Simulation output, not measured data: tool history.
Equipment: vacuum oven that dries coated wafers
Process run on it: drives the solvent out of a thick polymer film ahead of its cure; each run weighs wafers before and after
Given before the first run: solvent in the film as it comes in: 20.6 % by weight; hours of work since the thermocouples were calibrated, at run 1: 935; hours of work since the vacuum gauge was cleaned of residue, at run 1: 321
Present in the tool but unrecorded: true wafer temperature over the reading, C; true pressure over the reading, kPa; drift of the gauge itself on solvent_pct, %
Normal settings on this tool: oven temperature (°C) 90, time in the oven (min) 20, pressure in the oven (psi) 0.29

run	day	oven temperature (°C)	time in the oven (min)	pressure in the oven (psi)	hours of work since the thermocouples were calibrated	hours of work since the vacuum gauge was cleaned of residue	solvent left in the film (%)
1	0	90	20	0.29	935	321	5.22
2	3.479	90	20	0.29	983	369	5.05
3	7.45	87	20	0.29	1037	424	6.07
4	9.462	90	20	0.29	1065	451	5.13
# day 10.404: oven's thermocouples calibrated
5	12.546	90	20	0.29	29	493	5.13
6	15.696	90	20	0.29	73	536	5.12
7	19.329	90	20	0.29	123	586	5.09
8	23.267	90	20	0.29	177	640	5.1
9	26.546	85	20	0.29	222	685	6.69
10	30.017	85	20	0.672	270	733	7.94
11	34.912	85	20	0.672	337	800	8.11
12	37.979	85	20	0.672	379	842	8.07
13	41.196	90	20	0.261	423	886	5.05
14	44.792	91	20	0.29	473	936	4.78
15	47.617	91	20	0.29	512	975	4.81
16	50.371	91	20	0.29	549	1013	4.75
17	52.712	91	20	0.29	582	1045	4.81
18	57.067	90	20	0.605	641	1105	6.25
19	60.738	90	20	0.605	692	1155	6.3
20	63.788	76	20	0.605	734	1197	11.03
21	68.504	76	20	0.605	799	1262	10.83
22	73.404	90	35	0.29	866	1329	2.61
23	78.162	90	20	0.29	931	1395	5.02
24	82.871	90	20	0.29	996	1459	5.13
25	85.896	92	26	0.271	1038	1501	3.27
# day 88.512: oven's thermocouples calibrated
26	89.954	92	26	0.271	20	1556	3.23
27	94.258	90	28	0.564	79	1615	4.38
28	98.062	79	34	0.29	131	1667	5.87
29	100.538	94	23	0.213	165	1701	3.1
30	103.346	81	20	0.299	204	1740	7.93
31	108.2	95	14	0.299	271	1806	5.67
32	111.417	77	20	0.29	315	1851	9.51
33	113.5	94	20	0.261	344	1879	3.92
34	117.354	77	10	1.008	396	1932	14.33
35	121.654	77	10	0.587	456	1991	13.57
36	126.425	81	10	0.381	521	2057	11.94
37	129.917	95	16	0.711	569	2105	6.01
38	132.529	77	17	0.29	605	2141	10.22
39	135.025	90	20	1.155	639	2175	7.79
40	139.617	78	36	1.155	702	2238	10.1
41	142.567	89	20	0.29	743	2279	5.54
42	146.446	89	20	0.29	796	2332	5.47
43	148.8	89	20	0.29	829	2364	5.46
44	153.233	97	20	0.276	890	2425	3.13
45	157.896	98	20	0.789	954	2489	4.35
46	160.088	98	20	0.789	984	2520	4.31

Forecast each of these 4 alternatives for the next run:
A	164.871	98	11	0.789	1050	2585	?
B	164.871	90	11	0.186	1050	2585	?
C	164.871	88	31	0.205	1050	2585	?
D	164.871	79	20	0.835	1050	2585	?

run	solvent left in the film (%)
A	7.34
B	8.2
C	3.22
D	10.82
Without the tool's hidden state the same runs would have given:
run	solvent left in the film (%)
A	7.3
B	8.16
C	3.18
D	10.77
